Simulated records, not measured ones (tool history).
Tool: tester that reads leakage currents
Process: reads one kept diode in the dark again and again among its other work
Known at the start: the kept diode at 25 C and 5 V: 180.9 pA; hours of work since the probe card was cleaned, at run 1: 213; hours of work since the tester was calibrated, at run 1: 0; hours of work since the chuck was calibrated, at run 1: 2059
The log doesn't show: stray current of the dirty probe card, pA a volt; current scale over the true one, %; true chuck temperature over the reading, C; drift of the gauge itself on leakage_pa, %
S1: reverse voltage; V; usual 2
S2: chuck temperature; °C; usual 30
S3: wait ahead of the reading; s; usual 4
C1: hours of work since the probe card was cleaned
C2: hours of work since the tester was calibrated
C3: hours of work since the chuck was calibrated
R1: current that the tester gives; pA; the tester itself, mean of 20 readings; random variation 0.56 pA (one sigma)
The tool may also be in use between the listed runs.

run,hour,S1,S2,S3,C1,C2,C3,R1
1,0,2,30,4,213,0,2059,220.18
2,67,2,24,4,252,39,2099,133.3
3,146.2,2,24,4,299,86,2145,133.92
4,244.2,2,30,8.38,357,144,2203,223.41
5,302.3,2,30,8.38,391,178,2237,224.07
6,402.8,2,30,8.38,450,237,2296,226.04
7,494.8,2,30,8.38,504,291,2351,225.99
# hour 505.6: tester calibrated
8,547,2,30,8.38,534,24,2380,226.36
# hour 609: chuck's temperature calibrated
9,609,2,30,8.38,569,60,0,185.79
10,692.9,2,30,8.38,619,109,49,188.04
11,763.5,2,30,8.38,660,151,91,187.63
# hour 794.2: tester calibrated, once more
12,835.6,2,30,8.38,701,24,132,187.81
13,951.3,17.36,30,8.38,770,93,200,480.44
14,1004.1,17.36,30,8.38,801,124,232,482.9
15,1094.9,17.36,30,8.38,854,177,285,487.79
16,1189.6,17.36,30,8.38,910,233,341,486.32
17,1299.4,17.36,30,8.38,975,298,405,492.29
18,1364.4,1.08,57,2.2,1013,336,444,1167.1
19,1463.1,1.22,23,0.34,1071,394,502,87.03
20,1554.5,1.22,23,0.34,1125,448,556,87.53
21,1629.5,1.22,23,0.34,1169,492,600,87.69

4 ways to go on from here, each from the tool as it stands after run 21. What would each give?
A,1688.3,2.19,40,6.61,1204,527,635,?
B,1688.3,4.47,50,0.78,1204,527,635,?
C,1688.3,1.22,32,0.34,1204,527,635,?
D,1688.3,17.72,46,4,1204,527,635,?

run,R1
A,459.31
B,1315.21
C,187.63
D,1777.23
Without the tool's hidden state the same runs would have given:
run,R1
A,437.9
B,1257.78
C,178.4
D,1694.34
